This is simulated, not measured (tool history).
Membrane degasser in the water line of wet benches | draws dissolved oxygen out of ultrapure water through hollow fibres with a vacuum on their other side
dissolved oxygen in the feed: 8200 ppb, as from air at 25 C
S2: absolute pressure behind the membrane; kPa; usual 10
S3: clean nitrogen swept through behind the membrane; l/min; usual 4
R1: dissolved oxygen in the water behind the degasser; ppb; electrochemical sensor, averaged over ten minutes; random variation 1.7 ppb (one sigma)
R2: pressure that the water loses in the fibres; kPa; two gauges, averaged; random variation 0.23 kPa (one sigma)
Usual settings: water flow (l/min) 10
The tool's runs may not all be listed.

run 1 hour=0 | water_flow_(l/min)=10 S2=10 S3=4 | R1=184.4 R2=59.63
run 2 hour=166.2 | water_flow_(l/min)=10 S2=10 S3=4 | R1=183.6 R2=59.57
run 3 hour=352.8 | water_flow_(l/min)=10 S2=10 S3=4 | R1=184.6 R2=59.04
run 4 hour=484.2 | water_flow_(l/min)=14 S2=10 S3=4 | R1=311.3 R2=83.74
run 5 hour=618.7 | water_flow_(l/min)=14 S2=10 S3=4 | R1=310.6 R2=83.38
run 6 hour=897 | water_flow_(l/min)=14 S2=10 S3=4 | R1=317.4 R2=83.06
run 7 hour=1069.9 | water_flow_(l/min)=14 S2=10 S3=4 | R1=317.9 R2=83.23
run 8 hour=1207.5 | water_flow_(l/min)=12 S2=10 S3=4 | R1=247.4 R2=71.69
run 9 hour=1404.2 | water_flow_(l/min)=12 S2=10 S3=4 | R1=250.9 R2=71.89
run 10 hour=1619.8 | water_flow_(l/min)=12 S2=10 S3=4 | R1=258 R2=71.98
run 11 hour=1853.4 | water_flow_(l/min)=12 S2=10 S3=4 | R1=251.2 R2=71.93
-- hour=1875.6 vacuum gauge calibrated
run 12 hour=2029 | water_flow_(l/min)=15 S2=10 S3=4 | R1=363.9 R2=90.22
run 13 hour=2196 | water_flow_(l/min)=10 S2=10 S3=4 | R1=191.6 R2=59.94
run 14 hour=2438.7 | water_flow_(l/min)=10 S2=10 S3=4 | R1=192.5 R2=59.99
run 15 hour=2582 | water_flow_(l/min)=10 S2=10 S3=11.1 | R1=166.5 R2=60.03
run 16 hour=2826.6 | water_flow_(l/min)=10 S2=20.4 S3=9.37 | R1=194.5 R2=60.26
-- hour=2862.7 vacuum gauge calibrated, once more
run 17 hour=3041.5 | water_flow_(l/min)=13 S2=14.8 S3=3.74 | R1=335 R2=78.72
run 18 hour=3236.5 | water_flow_(l/min)=13 S2=14.8 S3=3.74 | R1=334.3 R2=78.35
run 19 hour=3437.5 | water_flow_(l/min)=13 S2=14.8 S3=3.74 | R1=337.1 R2=78.47
run 20 hour=3578.5 | water_flow_(l/min)=8 S2=16.6 S3=4 | R1=171.5 R2=48.56
run 21 hour=3846.8 | water_flow_(l/min)=8 S2=16.6 S3=4 | R1=168.6 R2=48.77
run 22 hour=3992.9 | water_flow_(l/min)=8 S2=16.6 S3=7.2 | R1=139.7 R2=48.85
run 23 hour=4128.8 | water_flow_(l/min)=7 S2=6.9 S3=5.9 | R1=90.4 R2=42.83
run 24 hour=4280.3 | water_flow_(l/min)=14 S2=6.9 S3=2.05 | R1=340.7 R2=85.35
run 25 hour=4434.1 | water_flow_(l/min)=10 S2=18.2 S3=10.75 | R1=194.6 R2=61.16
run 26 hour=4698.8 | water_flow_(l/min)=10 S2=18.2 S3=10.75 | R1=197.4 R2=61.29
run 27 hour=4814.9 | water_flow_(l/min)=12 S2=17.6 S3=10.75 | R1=260.8 R2=73.24
run 28 hour=5039 | water_flow_(l/min)=7 S2=12.7 S3=4 | R1=123.3 R2=43.12

Forecast each of these 3 alternatives for the next run:
run A hour=5223.3 | water_flow_(l/min)=13 S2=16.2 S3=3.68 | R1=? R2=?
run B hour=5223.3 | water_flow_(l/min)=7 S2=12.7 S3=2.66 | R1=? R2=?
run C hour=5223.3 | water_flow_(l/min)=10 S2=10 S3=6 | R1=? R2=?

run=A R1=362.2 R2=79.7
run=B R1=141.6 R2=43.06
run=C R1=189.9 R2=61.43
Without the tool's hidden state the same runs would have given:
run=A R1=313 R2=75.42
run=B R1=118.9 R2=40.75
run=C R1=155.9 R2=58.13
